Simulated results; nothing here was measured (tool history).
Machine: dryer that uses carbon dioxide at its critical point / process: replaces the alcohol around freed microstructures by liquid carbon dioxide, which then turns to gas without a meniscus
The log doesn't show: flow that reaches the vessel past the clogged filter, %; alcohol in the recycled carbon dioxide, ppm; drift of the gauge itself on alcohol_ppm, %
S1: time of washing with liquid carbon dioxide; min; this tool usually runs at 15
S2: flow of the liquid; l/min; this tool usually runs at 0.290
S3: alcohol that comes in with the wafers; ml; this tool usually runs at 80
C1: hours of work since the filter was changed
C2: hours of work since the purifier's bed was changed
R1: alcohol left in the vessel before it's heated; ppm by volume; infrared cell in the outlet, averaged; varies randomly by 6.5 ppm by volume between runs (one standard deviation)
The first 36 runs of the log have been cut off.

run     day  S1     S2   S3   C1   C2    R1
 37  16.396  15  0.290   32   42  384   294
 38  16.854  15  0.290   32   50  392   310
 39  17.250  17  0.304   36   57  398   227
 40  17.788  11  0.322   32   66  408   632
 41  18.071  18  0.221   39   71  412   510
 42  18.358  13  0.272  111   76  417  1924
 43  18.842  17  0.272   22   84  426   250
 44  19.483  17  0.192   43   95  437  1268
 45  20.092  17  0.192   43  105  447  1285
 46  20.550  17  0.192   43  113  455  1304

5 ways to go on from here, each from the tool as it stands after run 46. What would each give?
  A  21.008  23  0.192  36  121  463   ?
  B  21.008  13  0.290  70  121  463   ?
  C  21.008  15  0.290  75  121  463   ?
  D  21.008  19  0.204  43  121  463   ?
  E  21.008  23  0.192  39  121  463   ?

run    R1
  A   421
  B  1152
  C   661
  D   704
  E   429
Without the tool's hidden state the same runs would have given:
run   R1
  A  126
  B  558
  C  247
  D  295
  E  131

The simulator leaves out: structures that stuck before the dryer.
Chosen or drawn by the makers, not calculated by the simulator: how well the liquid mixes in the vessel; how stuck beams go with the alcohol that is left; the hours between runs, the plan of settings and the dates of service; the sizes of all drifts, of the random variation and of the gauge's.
